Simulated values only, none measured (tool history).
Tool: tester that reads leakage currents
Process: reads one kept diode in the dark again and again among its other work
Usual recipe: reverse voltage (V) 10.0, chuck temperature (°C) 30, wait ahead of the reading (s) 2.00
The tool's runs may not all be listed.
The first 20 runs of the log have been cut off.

| run | hour | reverse voltage (V) | chuck temperature (°C) | wait ahead of the reading (s) | current that the tester gives (pA) |
|---|---|---|---|---|---|
| 21 | 1446.5 | 5.9 | 40 | 3.50 | 484.67 |
| 22 | 1499.0 | 1.7 | 40 | 6.37 | 240.96 |
|  | 1512.1 | probe card cleaned and baked |
| 23 | 1608.3 | 1.7 | 40 | 6.37 | 235.65 |
| 24 | 1661.6 | 1.7 | 40 | 6.37 | 236.35 |
| 25 | 1730.1 | 1.7 | 40 | 6.37 | 234.80 |
| 26 | 1820.9 | 11.7 | 38 | 1.08 | 587.60 |
| 27 | 1935.9 | 14.8 | 27 | 0.35 | 291.89 |
| 28 | 2038.7 | 4.6 | 22 | 3.83 | 96.93 |
| 29 | 2137.8 | 5.4 | 26 | 2.00 | 146.81 |
|  | 2223.6 | chuck's temperature calibrated |
| 30 | 2250.1 | 2.2 | 24 | 2.00 | 85.26 |
| 31 | 2313.1 | 2.0 | 24 | 8.62 | 80.27 |
| 32 | 2421.2 | 2.0 | 24 | 8.62 | 79.89 |
| 33 | 2519.6 | 3.9 | 26 | 2.16 | 136.15 |
| 34 | 2598.6 | 10.0 | 36 | 2.00 | 498.63 |
| 35 | 2708.6 | 14.8 | 36 | 5.63 | 614.41 |
| 36 | 2787.0 | 2.1 | 30 | 0.51 | 132.16 |
| 37 | 2838.0 | 10.0 | 48 | 8.03 | 1196.27 |
| 38 | 2887.4 | 2.9 | 30 | 7.65 | 156.54 |
| 39 | 2977.6 | 2.9 | 30 | 7.65 | 154.63 |

Predict each of these 4 candidate next runs independently; none follows another, all start after run 39:
| A | 3074.1 | 5.6 | 28 | 2.39 | ? |
| B | 3074.1 | 3.6 | 52 | 4.64 | ? |
| C | 3074.1 | 2.9 | 30 | 5.02 | ? |
| D | 3074.1 | 10.0 | 57 | 2.00 | ? |

| run | current that the tester gives (pA) |
|---|---|
| A | 191.68 |
| B | 884.65 |
| C | 154.28 |
| D | 2193.79 |
With the hidden condition removed and each run's random variation left untouched, the same runs would have given:
| run | current that the tester gives (pA) |
|---|---|
| A | 199.44 |
| B | 927.92 |
| C | 161.48 |
| D | 2297.22 |

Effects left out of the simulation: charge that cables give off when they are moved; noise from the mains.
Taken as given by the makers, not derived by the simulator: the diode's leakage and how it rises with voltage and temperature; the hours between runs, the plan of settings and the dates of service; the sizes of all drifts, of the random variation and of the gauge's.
